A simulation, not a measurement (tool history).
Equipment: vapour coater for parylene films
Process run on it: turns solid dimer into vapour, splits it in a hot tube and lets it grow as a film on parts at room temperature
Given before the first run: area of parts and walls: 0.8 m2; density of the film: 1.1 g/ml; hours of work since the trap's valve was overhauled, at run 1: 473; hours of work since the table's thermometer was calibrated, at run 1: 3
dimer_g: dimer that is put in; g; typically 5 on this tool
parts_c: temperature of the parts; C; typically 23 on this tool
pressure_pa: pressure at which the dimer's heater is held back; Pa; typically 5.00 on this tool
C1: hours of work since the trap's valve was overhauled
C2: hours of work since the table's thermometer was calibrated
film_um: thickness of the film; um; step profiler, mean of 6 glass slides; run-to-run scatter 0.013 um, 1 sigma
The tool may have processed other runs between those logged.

run 1 day=0.000 | dimer_g=5 parts_c=23 pressure_pa=5.00 | C1=473 C2=3 | film_um=3.14
run 2 day=1.892 | dimer_g=5 parts_c=23 pressure_pa=5.00 | C1=498 C2=28 | film_um=3.19
run 3 day=4.396 | dimer_g=5 parts_c=23 pressure_pa=5.00 | C1=532 C2=62 | film_um=3.19
-- day=4.779 trap's valve overhauled
run 4 day=5.904 | dimer_g=5 parts_c=23 pressure_pa=5.00 | C1=15 C2=79 | film_um=3.18
run 5 day=8.079 | dimer_g=5 parts_c=23 pressure_pa=5.00 | C1=44 C2=109 | film_um=3.17
run 6 day=10.821 | dimer_g=5 parts_c=24 pressure_pa=5.00 | C1=81 C2=145 | film_um=3.13
run 7 day=12.558 | dimer_g=5 parts_c=24 pressure_pa=5.00 | C1=104 C2=168 | film_um=3.10
run 8 day=14.138 | dimer_g=5 parts_c=35 pressure_pa=5.00 | C1=125 C2=189 | film_um=2.64
run 9 day=15.388 | dimer_g=6 parts_c=23 pressure_pa=5.00 | C1=142 C2=206 | film_um=3.80
run 10 day=17.950 | dimer_g=6 parts_c=23 pressure_pa=5.00 | C1=176 C2=240 | film_um=3.77
run 11 day=19.604 | dimer_g=5 parts_c=16 pressure_pa=6.37 | C1=198 C2=262 | film_um=3.39
run 12 day=21.529 | dimer_g=5 parts_c=16 pressure_pa=6.37 | C1=224 C2=288 | film_um=3.39
run 13 day=23.112 | dimer_g=5 parts_c=16 pressure_pa=6.37 | C1=245 C2=309 | film_um=3.37
run 14 day=25.329 | dimer_g=5 parts_c=16 pressure_pa=6.37 | C1=274 C2=339 | film_um=3.41
run 15 day=26.896 | dimer_g=5 parts_c=35 pressure_pa=10.54 | C1=295 C2=360 | film_um=2.30

Consider 5 possible next runs. They are alternatives, not a sequence: every one starts from the tool as it was left by run 15. What does each give?
run A day=29.358 | dimer_g=7 parts_c=23 pressure_pa=2.25 | C1=328 C2=393 | film_um=?
run B day=29.358 | dimer_g=4 parts_c=22 pressure_pa=6.49 | C1=328 C2=393 | film_um=?
run C day=29.358 | dimer_g=7 parts_c=35 pressure_pa=10.54 | C1=328 C2=393 | film_um=?
run D day=29.358 | dimer_g=5 parts_c=20 pressure_pa=6.00 | C1=328 C2=393 | film_um=?
run E day=29.358 | dimer_g=5 parts_c=24 pressure_pa=10.54 | C1=328 C2=393 | film_um=?

run=A film_um=5.10
run=B film_um=2.47
run=C film_um=3.21
run=D film_um=3.22
run=E film_um=2.74
What these runs would have given with no unlogged condition in the tool:
run=A film_um=5.11
run=B film_um=2.48
run=C film_um=3.22
run=D film_um=3.23
run=E film_um=2.75
